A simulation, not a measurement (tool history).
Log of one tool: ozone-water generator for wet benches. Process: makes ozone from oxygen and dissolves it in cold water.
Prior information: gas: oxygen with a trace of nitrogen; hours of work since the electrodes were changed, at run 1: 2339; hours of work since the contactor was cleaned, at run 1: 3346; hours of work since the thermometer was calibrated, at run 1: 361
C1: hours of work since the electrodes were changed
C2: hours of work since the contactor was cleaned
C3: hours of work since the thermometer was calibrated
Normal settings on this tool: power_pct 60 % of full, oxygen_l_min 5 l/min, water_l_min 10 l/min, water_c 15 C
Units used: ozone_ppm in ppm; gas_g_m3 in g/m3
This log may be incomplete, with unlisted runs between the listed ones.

run 1 hour=0 | power_pct=60 oxygen_l_min=5 water_l_min=10 water_c=15 | C1=2339 C2=3346 C3=361 | ozone_ppm=37.3 gas_g_m3=233.9
run 2 hour=48.9 | power_pct=60 oxygen_l_min=5 water_l_min=10 water_c=15 | C1=2383 C2=3389 C3=404 | ozone_ppm=37.6 gas_g_m3=233.6
run 3 hour=106.3 | power_pct=60 oxygen_l_min=5 water_l_min=10 water_c=15 | C1=2434 C2=3440 C3=455 | ozone_ppm=37.5 gas_g_m3=234.5
run 4 hour=189.7 | power_pct=60 oxygen_l_min=5 water_l_min=10 water_c=15 | C1=2508 C2=3514 C3=529 | ozone_ppm=37.2 gas_g_m3=234.4
run 5 hour=282.7 | power_pct=60 oxygen_l_min=5 water_l_min=10 water_c=15 | C1=2590 C2=3596 C3=612 | ozone_ppm=37.7 gas_g_m3=238.3
run 6 hour=357.5 | power_pct=60 oxygen_l_min=5 water_l_min=10 water_c=15 | C1=2656 C2=3663 C3=678 | ozone_ppm=37.4 gas_g_m3=233.6
run 7 hour=431.1 | power_pct=60 oxygen_l_min=5 water_l_min=10 water_c=15 | C1=2722 C2=3728 C3=743 | ozone_ppm=37.3 gas_g_m3=236.3
run 8 hour=501.2 | power_pct=60 oxygen_l_min=5 water_l_min=10 water_c=15 | C1=2784 C2=3790 C3=805 | ozone_ppm=37.2 gas_g_m3=237.5
run 9 hour=563.8 | power_pct=60 oxygen_l_min=5 water_l_min=10 water_c=15 | C1=2839 C2=3846 C3=861 | ozone_ppm=37.3 gas_g_m3=234.3
run 10 hour=606.5 | power_pct=60 oxygen_l_min=5 water_l_min=6 water_c=15 | C1=2877 C2=3884 C3=899 | ozone_ppm=51.7 gas_g_m3=235.8
run 11 hour=696 | power_pct=60 oxygen_l_min=5 water_l_min=6 water_c=15 | C1=2956 C2=3963 C3=978 | ozone_ppm=51.6 gas_g_m3=234.9
run 12 hour=748.5 | power_pct=60 oxygen_l_min=8.52 water_l_min=6 water_c=15 | C1=3003 C2=4009 C3=1024 | ozone_ppm=48.5 gas_g_m3=195.4
run 13 hour=804.1 | power_pct=41 oxygen_l_min=5 water_l_min=10 water_c=15 | C1=3052 C2=4059 C3=1074 | ozone_ppm=29.2 gas_g_m3=182.9
run 14 hour=851.4 | power_pct=41 oxygen_l_min=5 water_l_min=10 water_c=13 | C1=3094 C2=4101 C3=1116 | ozone_ppm=29.9 gas_g_m3=182.1
run 15 hour=938.7 | power_pct=79 oxygen_l_min=5 water_l_min=9 water_c=17 | C1=3171 C2=4178 C3=1193 | ozone_ppm=47 gas_g_m3=283.8
run 16 hour=989.4 | power_pct=79 oxygen_l_min=5 water_l_min=9 water_c=10 | C1=3216 C2=4223 C3=1238 | ozone_ppm=53.7 gas_g_m3=283.6
run 17 hour=1079.8 | power_pct=79 oxygen_l_min=5 water_l_min=9 water_c=10 | C1=3296 C2=4303 C3=1318 | ozone_ppm=52.4 gas_g_m3=283.3
run 18 hour=1151.5 | power_pct=79 oxygen_l_min=5 water_l_min=9 water_c=11 | C1=3360 C2=4367 C3=1382 | ozone_ppm=52.1 gas_g_m3=288.1
run 19 hour=1219.8 | power_pct=54 oxygen_l_min=6.24 water_l_min=7 water_c=13 | C1=3421 C2=4427 C3=1442 | ozone_ppm=45.6 gas_g_m3=204.9
run 20 hour=1286.6 | power_pct=54 oxygen_l_min=6.24 water_l_min=7 water_c=13 | C1=3480 C2=4486 C3=1501 | ozone_ppm=45.7 gas_g_m3=205.9
run 21 hour=1330.6 | power_pct=60 oxygen_l_min=5 water_l_min=10 water_c=10 | C1=3519 C2=4525 C3=1540 | ozone_ppm=40.8 gas_g_m3=237.8
run 22 hour=1411.8 | power_pct=66 oxygen_l_min=4.49 water_l_min=10 water_c=23 | C1=3591 C2=4597 C3=1612 | ozone_ppm=34.2 gas_g_m3=260.7
run 23 hour=1514 | power_pct=93 oxygen_l_min=5 water_l_min=10 water_c=9 | C1=3681 C2=4688 C3=1703 | ozone_ppm=55.4 gas_g_m3=318.5
run 24 hour=1575.9 | power_pct=75 oxygen_l_min=4.51 water_l_min=10 water_c=17 | C1=3736 C2=4743 C3=1758 | ozone_ppm=41.3 gas_g_m3=287.3
run 25 hour=1677.8 | power_pct=60 oxygen_l_min=5 water_l_min=15 water_c=9 | C1=3827 C2=4833 C3=1848 | ozone_ppm=28.7 gas_g_m3=239.6

For some of the steps in gas_g_m3 from one run to the next: how much would appear even if the tool had no hidden state, given the settings, what came in and random variation, and how much remains for the hidden state plus any gauge scatter that the measured result and the result without hidden state don't share?
Unlogged tool condition in this case: yield of the discharge, % of new electrodes'; contactor's efficiency, % of a clean one's; true water temperature over the reading, C; drift of the gauge itself on ozone_ppm, %; drift of the gauge itself on gas_g_m3, %.
Run 14 -> 15: power_pct 41 -> 79, water_l_min 10 -> 9, water_c 13 -> 17. gas_g_m3 +101.7 g/m3: hidden state +1.1, all else +100.6.
Run 18 -> 19: power_pct 79 -> 54, oxygen_l_min 5 -> 6.24, water_l_min 9 -> 7, water_c 11 -> 13. gas_g_m3 -83.2 g/m3: hidden state -0.7, all else -82.5.
Run 22 -> 23: power_pct 66 -> 93, oxygen_l_min 4.49 -> 5, water_c 23 -> 9. gas_g_m3 +57.8 g/m3: hidden state +1.1, all else +56.7.
